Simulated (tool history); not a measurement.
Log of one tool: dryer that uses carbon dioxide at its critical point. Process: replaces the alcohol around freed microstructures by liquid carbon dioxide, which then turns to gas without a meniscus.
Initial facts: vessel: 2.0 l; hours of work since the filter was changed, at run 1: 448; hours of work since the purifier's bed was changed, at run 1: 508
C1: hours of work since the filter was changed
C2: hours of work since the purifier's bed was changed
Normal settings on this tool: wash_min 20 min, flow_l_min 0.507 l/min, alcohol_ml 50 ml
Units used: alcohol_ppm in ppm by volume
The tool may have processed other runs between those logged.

{"run": 1, "hour": 0.0, "wash_min": 20, "flow_l_min": 0.507, "alcohol_ml": 50, "C1": 448, "C2": 508, "alcohol_ppm": 911}
{"run": 2, "hour": 33.6, "wash_min": 20, "flow_l_min": 0.507, "alcohol_ml": 50, "C1": 469, "C2": 529, "alcohol_ppm": 922}
{"run": 3, "hour": 70.7, "wash_min": 20, "flow_l_min": 0.507, "alcohol_ml": 50, "C1": 492, "C2": 552, "alcohol_ppm": 998}
{"hour": 98.7, "done": "inlet filter changed"}
{"run": 4, "hour": 98.7, "wash_min": 18, "flow_l_min": 0.507, "alcohol_ml": 50, "C1": 0, "C2": 569, "alcohol_ppm": 764}
{"run": 5, "hour": 122.4, "wash_min": 20, "flow_l_min": 0.326, "alcohol_ml": 50, "C1": 15, "C2": 583, "alcohol_ppm": 2144}
{"run": 6, "hour": 144.1, "wash_min": 20, "flow_l_min": 0.326, "alcohol_ml": 50, "C1": 28, "C2": 597, "alcohol_ppm": 2151}
{"run": 7, "hour": 170.9, "wash_min": 20, "flow_l_min": 0.326, "alcohol_ml": 50, "C1": 45, "C2": 614, "alcohol_ppm": 2163}
{"run": 8, "hour": 205.1, "wash_min": 20, "flow_l_min": 0.326, "alcohol_ml": 50, "C1": 66, "C2": 635, "alcohol_ppm": 2170}
{"run": 9, "hour": 249.1, "wash_min": 20, "flow_l_min": 0.326, "alcohol_ml": 50, "C1": 93, "C2": 662, "alcohol_ppm": 2271}
{"run": 10, "hour": 295.9, "wash_min": 20, "flow_l_min": 0.326, "alcohol_ml": 50, "C1": 122, "C2": 691, "alcohol_ppm": 2337}
{"run": 11, "hour": 321.5, "wash_min": 21, "flow_l_min": 0.632, "alcohol_ml": 22, "C1": 138, "C2": 707, "alcohol_ppm": 170}
{"run": 12, "hour": 347.8, "wash_min": 31, "flow_l_min": 0.507, "alcohol_ml": 35, "C1": 155, "C2": 723, "alcohol_ppm": 149}
{"run": 13, "hour": 387.9, "wash_min": 20, "flow_l_min": 0.398, "alcohol_ml": 48, "C1": 179, "C2": 748, "alcohol_ppm": 1394}
{"run": 14, "hour": 430.8, "wash_min": 20, "flow_l_min": 0.398, "alcohol_ml": 33, "C1": 206, "C2": 775, "alcohol_ppm": 1011}

4 options for the next run, each taken on its own from the tool as it stands now. Forecast them:
{"run": "A", "hour": 457.9, "wash_min": 18, "flow_l_min": 0.637, "alcohol_ml": 50, "C1": 223, "C2": 792, "alcohol_ppm": "?"}
{"run": "B", "hour": 457.9, "wash_min": 19, "flow_l_min": 0.454, "alcohol_ml": 100, "C1": 223, "C2": 792, "alcohol_ppm": "?"}
{"run": "C", "hour": 457.9, "wash_min": 20, "flow_l_min": 0.507, "alcohol_ml": 51, "C1": 223, "C2": 792, "alcohol_ppm": "?"}
{"run": "D", "hour": 457.9, "wash_min": 20, "flow_l_min": 0.569, "alcohol_ml": 50, "C1": 223, "C2": 792, "alcohol_ppm": "?"}

run=A alcohol_ppm=474
run=B alcohol_ppm=2261
run=C alcohol_ppm=726
run=D alcohol_ppm=480
Take away the tool's hidden state, keep each run's random variation, and the runs would have read:
run=A alcohol_ppm=267
run=B alcohol_ppm=1657
run=C alcohol_ppm=458
run=D alcohol_ppm=268
